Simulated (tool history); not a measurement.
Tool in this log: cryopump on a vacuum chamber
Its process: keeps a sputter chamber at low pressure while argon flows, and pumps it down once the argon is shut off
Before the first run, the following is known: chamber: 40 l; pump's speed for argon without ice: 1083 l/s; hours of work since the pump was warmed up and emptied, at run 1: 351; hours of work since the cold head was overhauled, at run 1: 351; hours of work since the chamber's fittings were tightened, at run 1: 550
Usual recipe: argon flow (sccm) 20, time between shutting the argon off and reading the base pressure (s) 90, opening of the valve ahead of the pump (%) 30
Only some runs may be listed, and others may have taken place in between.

| run | hour | argon flow (sccm) | time between shutting the argon off and reading the base pressure (s) | opening of the valve ahead of the pump (%) | hours of work since the pump was warmed up and emptied | hours of work since the cold head was overhauled | hours of work since the chamber's fittings were tightened | pressure while argon flows (Pa) | pressure after the wait (uPa) |
|---|---|---|---|---|---|---|---|---|---|
| 1 | 0 | 20 | 90 | 30 | 351 | 351 | 550 | 0.1063 | 1.49 |
| 2 | 71.2 | 20 | 51 | 30 | 394 | 394 | 593 | 0.1066 | 2.37 |
| 3 | 110 | 20 | 51 | 30 | 417 | 417 | 617 | 0.1067 | 2.43 |
| 4 | 147.6 | 20 | 51 | 30 | 440 | 440 | 639 | 0.1081 | 2.34 |
| 5 | 203.8 | 10 | 90 | 30 | 474 | 474 | 674 | 0.0534 | 1.51 |
| 6 | 281 | 10 | 90 | 30 | 521 | 521 | 720 | 0.0538 | 1.6 |
| 7 | 331.1 | 12 | 90 | 30 | 551 | 551 | 751 | 0.0647 | 1.55 |
| 8 | 369.1 | 12 | 90 | 30 | 575 | 575 | 774 | 0.0641 | 1.55 |
| 9 | 409.3 | 12 | 90 | 30 | 599 | 599 | 798 | 0.0645 | 1.64 |
| 10 | 456 | 12 | 90 | 30 | 627 | 627 | 827 | 0.0649 | 1.6 |
| 11 | 514.6 | 12 | 90 | 30 | 663 | 663 | 862 | 0.0645 | 1.64 |
| 12 | 552.2 | 20 | 53 | 30 | 686 | 686 | 885 | 0.1096 | 2.41 |
| 13 | 603.2 | 17 | 216 | 34 | 717 | 717 | 916 | 0.0822 | 0.97 |
| 14 | 657.8 | 14 | 45 | 30 | 750 | 750 | 949 | 0.0763 | 2.76 |
| 15 | 697.9 | 9 | 30 | 21 | 774 | 774 | 973 | 0.0691 | 3.9 |
| 16 | 740.7 | 18 | 44 | 30 | 800 | 800 | 999 | 0.0985 | 2.77 |
| 17 | 814.8 | 34 | 90 | 46 | 845 | 845 | 1044 | 0.1256 | 1.69 |
| 18 | 895.9 | 33 | 274 | 25 | 894 | 894 | 1093 | 0.2168 | 0.98 |
| 19 | 980.6 | 22 | 74 | 30 | 946 | 946 | 1145 | 0.1231 | 1.94 |
| 20 | 1056.9 | 21 | 61 | 19 | 992 | 992 | 1191 | 0.1778 | 2.25 |
|  | 1135.2 | pump warmed up, emptied and cooled again |
| 21 | 1137.7 | 13 | 47 | 18 | 2 | 1038 | 1237 | 0.113 | 2.63 |

Hidden state or all else? Some run-to-run changes of pressure while argon flows (Pa), split into what the settings, what came in and random variation would give without the hidden state, and what is left for the hidden state (with any gauge scatter that isn't in both results):
Hidden state at play: pump's speed, % of a pump's without ice; cold plate's temperature, K; leak into the chamber, uPa l/s; drift of the gauge itself on working_pa, %; drift of the gauge itself on base_upa, %.
Run 16 -> 17: argon flow (sccm) 18 -> 34, time between shutting the argon off and reading the base pressure (s) 44 -> 90, opening of the valve ahead of the pump (%) 30 -> 46. pressure while argon flows (Pa) +0.0271: hidden state +0.0053, all else +0.0218.
Run 17 -> 18: argon flow (sccm) 34 -> 33, time between shutting the argon off and reading the base pressure (s) 90 -> 274, opening of the valve ahead of the pump (%) 46 -> 25. pressure while argon flows (Pa) +0.0912: hidden state +0.0004, all else +0.0908.
Run 18 -> 19: argon flow (sccm) 33 -> 22, time between shutting the argon off and reading the base pressure (s) 274 -> 74, opening of the valve ahead of the pump (%) 25 -> 30. pressure while argon flows (Pa) -0.0937: hidden state -0.0031, all else -0.0906.
Run 20 -> 21: argon flow (sccm) 21 -> 13, time between shutting the argon off and reading the base pressure (s) 61 -> 47, opening of the valve ahead of the pump (%) 19 -> 18, pump warmed up, emptied and cooled again. pressure while argon flows (Pa) -0.0648: hidden state -0.0073, all else -0.0575.
